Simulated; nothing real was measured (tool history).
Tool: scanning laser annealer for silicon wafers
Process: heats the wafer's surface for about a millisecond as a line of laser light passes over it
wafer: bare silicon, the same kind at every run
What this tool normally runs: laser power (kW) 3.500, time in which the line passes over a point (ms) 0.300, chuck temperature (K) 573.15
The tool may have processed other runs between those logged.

run   hour  laser power (kW)  time in which the line passes over a point (ms)  chuck temperature (K)  highest temperature of the surface (K)
  1    0.0             3.500                                            0.300                 573.15                                 1330.15
  2   22.8             3.500                                            0.282                 573.15                                 1309.15
  3   46.7             3.500                                            0.300                 573.15                                 1329.15
  4   66.0             3.500                                            0.300                 573.15                                 1331.15
  5   86.2             3.500                                            0.300                 573.15                                 1332.15
  6  104.5             3.500                                            0.300                 573.15                                 1332.15
  7  129.0             3.500                                            0.300                 573.15                                 1330.15
  8  155.4             3.500                                            0.300                 573.15                                 1329.15
  9  178.5             3.500                                            0.300                 573.15                                 1331.15
 10  199.0             3.500                                            0.300                 573.15                                 1331.15
 11  220.9             3.500                                            0.346                 554.15                                 1359.15
 12  238.0             3.500                                            0.346                 554.15                                 1356.15
 13  250.4             3.500                                            0.366                 554.15                                 1384.15
     259.3  -- optics aligned, line set to its width
 14  273.1             3.750                                            0.317                 548.15                                 1398.15
     277.3  -- window over the wafer cleaned
 15  301.5             3.500                                            0.300                 547.15                                 1315.15
 16  312.5             3.116                                            0.218                 543.15                                 1126.15
     324.0  -- window over the wafer cleaned, once more
 17  334.4             3.116                                            0.218                 543.15                                 1136.15
 18  346.9             3.500                                            0.260                 566.15                                 1293.15
 19  367.2             3.500                                            0.260                 566.15                                 1288.15
 20  387.7             3.438                                            0.360                 596.15                                 1424.15

Below are 5 alternative next runs, each starting from the tool's condition after run 20. Predict each:
  A  405.7             3.318                                            0.300                 563.15                                       ?
  B  405.7             3.500                                            0.221                 573.15                                       ?
  C  405.7             3.315                                            0.262                 580.15                                       ?
  D  405.7             3.438                                            0.360                 542.15                                       ?
  E  405.7             3.109                                            0.296                 600.15                                       ?

run  highest temperature of the surface (K)
  A                                 1296.15
  B                                 1246.15
  C                                 1266.15
  D                                 1371.15
  E                                 1279.15
Take away the tool's hidden state, keep each run's random variation, and the runs would have read:
run  highest temperature of the surface (K)
  A                                 1296.15
  B                                 1246.15
  C                                 1266.15
  D                                 1371.15
  E                                 1279.15
